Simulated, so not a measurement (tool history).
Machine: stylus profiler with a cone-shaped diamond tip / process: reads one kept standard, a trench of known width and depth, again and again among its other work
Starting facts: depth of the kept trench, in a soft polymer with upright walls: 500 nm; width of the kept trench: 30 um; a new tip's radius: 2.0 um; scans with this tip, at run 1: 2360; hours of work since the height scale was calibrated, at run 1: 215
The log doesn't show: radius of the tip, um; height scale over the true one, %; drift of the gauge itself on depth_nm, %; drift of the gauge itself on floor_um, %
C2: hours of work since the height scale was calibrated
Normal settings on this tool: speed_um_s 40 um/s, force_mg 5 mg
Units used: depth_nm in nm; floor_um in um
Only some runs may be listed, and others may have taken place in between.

{"run": 1, "day": 0.0, "speed_um_s": 40, "force_mg": 5, "scans with this tip": 2360, "C2": 215, "depth_nm": 505.99, "floor_um": 27.16}
{"run": 2, "day": 0.883, "speed_um_s": 40, "force_mg": 4.43, "scans with this tip": 2492, "C2": 227, "depth_nm": 505.18, "floor_um": 27.22}
{"run": 3, "day": 1.912, "speed_um_s": 40, "force_mg": 4.43, "scans with this tip": 2646, "C2": 241, "depth_nm": 505.69, "floor_um": 27.26}
{"run": 4, "day": 2.817, "speed_um_s": 40, "force_mg": 5, "scans with this tip": 2780, "C2": 253, "depth_nm": 505.83, "floor_um": 27.25}
{"run": 5, "day": 3.858, "speed_um_s": 40, "force_mg": 5, "scans with this tip": 2936, "C2": 268, "depth_nm": 505.53, "floor_um": 27.27}
{"run": 6, "day": 4.321, "speed_um_s": 40, "force_mg": 5, "scans with this tip": 3005, "C2": 274, "depth_nm": 505.82, "floor_um": 27.2}
{"run": 7, "day": 4.829, "speed_um_s": 40, "force_mg": 5, "scans with this tip": 3081, "C2": 281, "depth_nm": 505.81, "floor_um": 27.26}
{"run": 8, "day": 5.438, "speed_um_s": 21, "force_mg": 5.65, "scans with this tip": 3172, "C2": 289, "depth_nm": 506.28, "floor_um": 27.3}
{"run": 9, "day": 6.383, "speed_um_s": 14, "force_mg": 11.02, "scans with this tip": 3313, "C2": 302, "depth_nm": 509.64, "floor_um": 27.32}
{"run": 10, "day": 7.188, "speed_um_s": 66, "force_mg": 9.54, "scans with this tip": 3433, "C2": 313, "depth_nm": 508.72, "floor_um": 27.21}
{"run": 11, "day": 7.842, "speed_um_s": 66, "force_mg": 9.54, "scans with this tip": 3531, "C2": 322, "depth_nm": 508.84, "floor_um": 27.26}

Consider 3 possible next runs. They are alternatives, not a sequence: every one starts from the tool as it was left by run 11. What does each give?
{"run": "A", "day": 8.8, "speed_um_s": 79, "force_mg": 2.95, "scans with this tip": 3674, "C2": 335, "depth_nm": "?", "floor_um": "?"}
{"run": "B", "day": 8.8, "speed_um_s": 121, "force_mg": 9.54, "scans with this tip": 3674, "C2": 335, "depth_nm": "?", "floor_um": "?"}
{"run": "C", "day": 8.8, "speed_um_s": 12, "force_mg": 4.23, "scans with this tip": 3674, "C2": 335, "depth_nm": "?", "floor_um": "?"}

run=A depth_nm=504.24 floor_um=27.07
run=B depth_nm=508.92 floor_um=27.12
run=C depth_nm=505.41 floor_um=27.31
Without the tool's hidden state the same runs would have given:
run=A depth_nm=504.25 floor_um=27.08
run=B depth_nm=508.93 floor_um=27.13
run=C depth_nm=505.41 floor_um=27.31

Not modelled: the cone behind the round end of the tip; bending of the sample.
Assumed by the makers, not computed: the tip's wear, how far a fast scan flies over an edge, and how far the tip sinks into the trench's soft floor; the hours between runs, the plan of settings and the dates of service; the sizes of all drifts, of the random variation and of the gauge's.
